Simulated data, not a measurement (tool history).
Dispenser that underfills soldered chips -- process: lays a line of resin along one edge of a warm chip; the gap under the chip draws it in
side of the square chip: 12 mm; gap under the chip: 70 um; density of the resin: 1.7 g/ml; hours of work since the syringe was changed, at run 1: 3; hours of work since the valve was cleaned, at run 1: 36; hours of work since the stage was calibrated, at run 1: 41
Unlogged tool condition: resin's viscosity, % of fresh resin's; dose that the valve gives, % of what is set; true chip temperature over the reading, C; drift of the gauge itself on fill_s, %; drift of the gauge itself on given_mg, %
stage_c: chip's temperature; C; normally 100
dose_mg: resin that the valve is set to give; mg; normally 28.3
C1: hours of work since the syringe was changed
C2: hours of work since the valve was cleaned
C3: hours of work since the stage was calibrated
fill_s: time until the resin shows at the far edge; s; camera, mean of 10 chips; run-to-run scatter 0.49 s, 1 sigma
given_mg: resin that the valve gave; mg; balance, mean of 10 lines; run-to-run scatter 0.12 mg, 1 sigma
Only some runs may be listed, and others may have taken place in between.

run 1 hour=0.0 | stage_c=100 dose_mg=28.3 | C1=3 C2=36 C3=41 | fill_s=48.8 given_mg=27.40
run 2 hour=3.1 | stage_c=100 dose_mg=28.3 | C1=5 C2=38 C3=43 | fill_s=60.5 given_mg=27.51
-- hour=5.1 new syringe of resin
run 3 hour=8.5 | stage_c=100 dose_mg=33.0 | C1=3 C2=42 C3=47 | fill_s=47.5 given_mg=31.67
run 4 hour=11.2 | stage_c=100 dose_mg=28.3 | C1=5 C2=44 C3=49 | fill_s=56.3 given_mg=27.19
-- hour=14.3 new syringe of resin
run 5 hour=15.7 | stage_c=100 dose_mg=28.3 | C1=1 C2=47 C3=52 | fill_s=42.7 given_mg=27.22
run 6 hour=21.4 | stage_c=100 dose_mg=28.3 | C1=5 C2=52 C3=57 | fill_s=60.2 given_mg=27.14
-- hour=23.6 new syringe of resin
run 7 hour=26.7 | stage_c=100 dose_mg=28.3 | C1=2 C2=56 C3=61 | fill_s=47.1 given_mg=26.87
run 8 hour=31.7 | stage_c=100 dose_mg=28.3 | C1=6 C2=59 C3=64 | fill_s=65.0 given_mg=26.79
-- hour=32.9 new syringe of resin
run 9 hour=36.7 | stage_c=100 dose_mg=28.3 | C1=3 C2=63 C3=68 | fill_s=49.9 given_mg=26.80
-- hour=42.2 new syringe of resin
run 10 hour=43.3 | stage_c=100 dose_mg=28.3 | C1=1 C2=68 C3=73 | fill_s=42.3 given_mg=26.62
run 11 hour=49.7 | stage_c=100 dose_mg=28.3 | C1=6 C2=73 C3=78 | fill_s=63.9 given_mg=26.63
-- hour=51.3 new syringe of resin
-- hour=54.4 dispensing valve cleaned and set on the balance
run 12 hour=55.2 | stage_c=100 dose_mg=28.3 | C1=2 C2=1 C3=81 | fill_s=47.2 given_mg=28.14
run 13 hour=60.9 | stage_c=100 dose_mg=30.3 | C1=7 C2=5 C3=85 | fill_s=68.2 given_mg=30.17
-- hour=61.6 new syringe of resin
run 14 hour=64.2 | stage_c=100 dose_mg=28.3 | C1=2 C2=7 C3=87 | fill_s=46.1 given_mg=28.20
-- hour=70.8 new syringe of resin
run 15 hour=70.9 | stage_c=100 dose_mg=28.3 | C1=0 C2=12 C3=92 | fill_s=40.2 given_mg=27.97
run 16 hour=74.0 | stage_c=100 dose_mg=28.3 | C1=2 C2=15 C3=95 | fill_s=48.6 given_mg=27.93
run 17 hour=78.8 | stage_c=100 dose_mg=28.3 | C1=6 C2=18 C3=98 | fill_s=65.6 given_mg=27.85
-- hour=80.0 new syringe of resin
run 18 hour=82.9 | stage_c=100 dose_mg=28.3 | C1=2 C2=21 C3=101 | fill_s=47.2 given_mg=27.84
run 19 hour=87.5 | stage_c=100 dose_mg=28.3 | C1=6 C2=25 C3=105 | fill_s=63.5 given_mg=27.95
-- hour=89.1 new syringe of resin
run 20 hour=91.5 | stage_c=87 dose_mg=28.3 | C1=2 C2=27 C3=108 | fill_s=70.8 given_mg=27.84
run 21 hour=95.2 | stage_c=100 dose_mg=32.8 | C1=5 C2=30 C3=110 | fill_s=57.3 given_mg=32.07
-- hour=98.4 new syringe of resin
run 22 hour=101.5 | stage_c=89 dose_mg=26.2 | C1=2 C2=35 C3=115 | fill_s=71.0 given_mg=25.40
run 23 hour=104.0 | stage_c=99 dose_mg=36.5 | C1=4 C2=37 C3=117 | fill_s=57.6 given_mg=35.54
-- hour=107.6 new syringe of resin
run 24 hour=109.8 | stage_c=114 dose_mg=31.5 | C1=2 C2=41 C3=121 | fill_s=29.3 given_mg=30.32
run 25 hour=114.1 | stage_c=100 dose_mg=33.9 | C1=5 C2=44 C3=124 | fill_s=58.1 given_mg=32.98
-- hour=116.6 new syringe of resin
run 26 hour=118.0 | stage_c=111 dose_mg=33.4 | C1=1 C2=47 C3=127 | fill_s=29.4 given_mg=32.17
run 27 hour=124.1 | stage_c=102 dose_mg=25.6 | C1=6 C2=52 C3=132 | fill_s=59.3 given_mg=24.53
-- hour=125.8 new syringe of resin
run 28 hour=130.8 | stage_c=102 dose_mg=25.6 | C1=4 C2=56 C3=137 | fill_s=52.6 given_mg=24.40
run 29 hour=133.8 | stage_c=102 dose_mg=25.6 | C1=6 C2=59 C3=139 | fill_s=62.4 given_mg=24.48
-- hour=134.9 new syringe of resin
run 30 hour=139.6 | stage_c=90 dose_mg=27.4 | C1=4 C2=63 C3=143 | fill_s=74.3 given_mg=25.87
-- hour=143.9 new syringe of resin
run 31 hour=145.0 | stage_c=85 dose_mg=29.2 | C1=1 C2=67 C3=147 | fill_s=70.1 given_mg=27.56
run 32 hour=147.8 | stage_c=96 dose_mg=27.7 | C1=3 C2=69 C3=149 | fill_s=59.3 given_mg=26.00
-- hour=152.8 new syringe of resin
run 33 hour=153.3 | stage_c=102 dose_mg=28.3 | C1=0 C2=73 C3=153 | fill_s=38.4 given_mg=26.93
-- hour=157.5 dispensing valve cleaned and set on the balance
run 34 hour=157.6 | stage_c=102 dose_mg=28.3 | C1=3 C2=0 C3=156 | fill_s=46.8 given_mg=28.31

Branching from run 34: 3 alternative next runs. What would each branch give?
run A hour=160.7 | stage_c=96 dose_mg=27.7 | C1=5 C2=2 C3=158 | fill_s=? given_mg=?
run B hour=160.7 | stage_c=99 dose_mg=29.1 | C1=5 C2=2 C3=158 | fill_s=? given_mg=?
run C hour=160.7 | stage_c=93 dose_mg=30.3 | C1=5 C2=2 C3=158 | fill_s=? given_mg=?

run=A fill_s=69.2 given_mg=27.52
run=B fill_s=63.9 given_mg=29.10
run=C fill_s=75.0 given_mg=30.23
Stripped of hidden state, with their random variation kept, the same runs would have yielded:
run=A fill_s=43.0 given_mg=27.61
run=B fill_s=39.9 given_mg=29.19
run=C fill_s=46.6 given_mg=30.33
